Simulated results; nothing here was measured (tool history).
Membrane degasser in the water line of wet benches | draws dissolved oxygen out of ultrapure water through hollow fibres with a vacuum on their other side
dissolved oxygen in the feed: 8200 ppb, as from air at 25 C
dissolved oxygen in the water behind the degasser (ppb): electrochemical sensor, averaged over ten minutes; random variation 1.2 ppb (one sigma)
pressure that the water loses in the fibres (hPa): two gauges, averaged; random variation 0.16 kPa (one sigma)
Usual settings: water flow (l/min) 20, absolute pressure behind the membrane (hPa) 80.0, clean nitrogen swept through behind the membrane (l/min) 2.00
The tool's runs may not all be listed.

| run | hour | water flow (l/min) | absolute pressure behind the membrane (hPa) | clean nitrogen swept through behind the membrane (l/min) | dissolved oxygen in the water behind the degasser (ppb) | pressure that the water loses in the fibres (hPa) |
|---|---|---|---|---|---|---|
| 1 | 0.0 | 20 | 80.0 | 2.00 | 128.9 | 320.4 |
| 2 | 31.3 | 20 | 80.0 | 2.00 | 129.6 | 320.2 |
| 3 | 75.7 | 20 | 80.0 | 2.00 | 132.3 | 317.1 |
| 4 | 124.8 | 20 | 80.0 | 2.00 | 132.2 | 319.8 |
| 5 | 164.2 | 20 | 80.0 | 2.00 | 131.2 | 321.2 |
| 6 | 197.8 | 20 | 80.0 | 2.00 | 130.5 | 322.5 |
| 7 | 232.1 | 20 | 80.0 | 2.00 | 132.6 | 322.7 |
| 8 | 277.0 | 20 | 80.0 | 2.00 | 132.0 | 321.5 |
| 9 | 318.0 | 20 | 80.0 | 0.85 | 260.2 | 321.3 |
| 10 | 358.1 | 20 | 80.0 | 0.85 | 264.0 | 322.8 |
| 11 | 399.8 | 26 | 109.6 | 0.85 | 531.6 | 420.0 |
| 12 | 462.4 | 26 | 126.5 | 0.85 | 625.9 | 419.9 |
| 13 | 502.2 | 22 | 49.8 | 4.68 | 47.4 | 352.3 |
| 14 | 540.6 | 24 | 60.5 | 2.00 | 117.3 | 385.2 |
| 15 | 572.9 | 24 | 60.5 | 3.85 | 80.2 | 383.0 |
| 16 | 620.1 | 13 | 116.9 | 1.38 | 191.4 | 207.3 |
| 17 | 667.2 | 20 | 87.2 | 5.68 | 65.1 | 323.2 |
| 18 | 730.4 | 15 | 80.0 | 3.08 | 63.0 | 238.8 |
| 19 | 763.5 | 20 | 80.0 | 3.49 | 86.1 | 320.7 |

Forecast each of these 3 alternatives for the next run:
| A | 791.1 | 20 | 51.7 | 1.15 | ? | ? |
| B | 791.1 | 16 | 80.0 | 3.49 | ? | ? |
| C | 791.1 | 17 | 59.6 | 1.02 | ? | ? |

| run | dissolved oxygen in the water behind the degasser (ppb) | pressure that the water loses in the fibres (hPa) |
|---|---|---|
| A | 98.9 | 323.0 |
| B | 59.5 | 257.5 |
| C | 115.5 | 273.9 |
Without the tool's hidden state the same runs would have given:
| run | dissolved oxygen in the water behind the degasser (ppb) | pressure that the water loses in the fibres (hPa) |
|---|---|---|
| A | 94.1 | 320.3 |
| B | 57.8 | 255.3 |
| C | 111.2 | 271.6 |

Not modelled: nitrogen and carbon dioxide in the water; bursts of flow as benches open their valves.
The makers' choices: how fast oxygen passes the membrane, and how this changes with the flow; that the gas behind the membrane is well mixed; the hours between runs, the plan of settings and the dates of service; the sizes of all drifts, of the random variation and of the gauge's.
